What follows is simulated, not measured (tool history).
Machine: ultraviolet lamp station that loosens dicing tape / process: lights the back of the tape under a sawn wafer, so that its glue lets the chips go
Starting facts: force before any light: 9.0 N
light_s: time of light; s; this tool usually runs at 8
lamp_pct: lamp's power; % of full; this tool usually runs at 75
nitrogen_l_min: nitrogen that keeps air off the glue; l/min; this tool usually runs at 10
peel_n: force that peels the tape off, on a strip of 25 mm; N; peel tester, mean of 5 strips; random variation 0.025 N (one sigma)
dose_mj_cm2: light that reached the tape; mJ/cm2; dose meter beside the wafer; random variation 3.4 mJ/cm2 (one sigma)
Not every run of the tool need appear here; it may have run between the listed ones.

| run | day | light_s | lamp_pct | nitrogen_l_min | peel_n | dose_mj_cm2 |
|---|---|---|---|---|---|---|
| 1 | 0.000 | 8 | 75 | 10 | 1.409 | 493 |
| 2 | 0.379 | 8 | 66 | 10 | 1.868 | 435 |
| 3 | 0.738 | 8 | 66 | 17 | 1.372 | 431 |
| 4 | 1.092 | 8 | 66 | 17 | 1.343 | 431 |
|  | 1.342 | window cleaned of glue's vapour |
| 5 | 1.550 | 8 | 66 | 17 | 1.509 | 397 |
| 6 | 1.875 | 8 | 75 | 10 | 1.725 | 453 |
| 7 | 2.354 | 8 | 75 | 10 | 1.694 | 452 |
|  | 2.554 | window cleaned of glue's vapour, once more |
| 8 | 2.883 | 8 | 75 | 10 | 1.272 | 544 |
| 9 | 3.154 | 8 | 92 | 10 | 0.887 | 662 |
| 10 | 3.525 | 8 | 92 | 10 | 0.856 | 657 |
| 11 | 3.867 | 5 | 73 | 12 | 2.409 | 329 |
| 12 | 4.321 | 5 | 73 | 12 | 2.386 | 329 |
| 13 | 4.625 | 7 | 75 | 6 | 2.226 | 467 |
| 14 | 4.908 | 7 | 75 | 6 | 2.385 | 466 |
| 15 | 5.125 | 4 | 82 | 6 | 3.803 | 297 |
| 16 | 5.596 | 14 | 75 | 12 | 0.354 | 935 |
| 17 | 5.817 | 8 | 75 | 3 | 2.778 | 537 |

Selected run-to-run steps in peel_n, each split into two signed amounts: the part the tool would show with no hidden state at all (from settings, incoming material and random variation), and the remainder, which goes to the hidden state together with any gauge scatter not common to the measured and the hidden-state-free results:
Hidden state present: lamp's light, % of a new lamp's; light that the window lets through, % of a clean one's; drift of the gauge itself on peel_n, %; drift of the gauge itself on dose_mj_cm2, %.
Run 7 -> 8: window cleaned of glue's vapour, once more. peel_n -0.422 N: hidden state -0.441, all else +0.019.
Run 15 -> 16: light_s 4 -> 14, lamp_pct 82 -> 75, nitrogen_l_min 6 -> 12. peel_n -3.449 N: hidden state -0.052, all else -3.397.
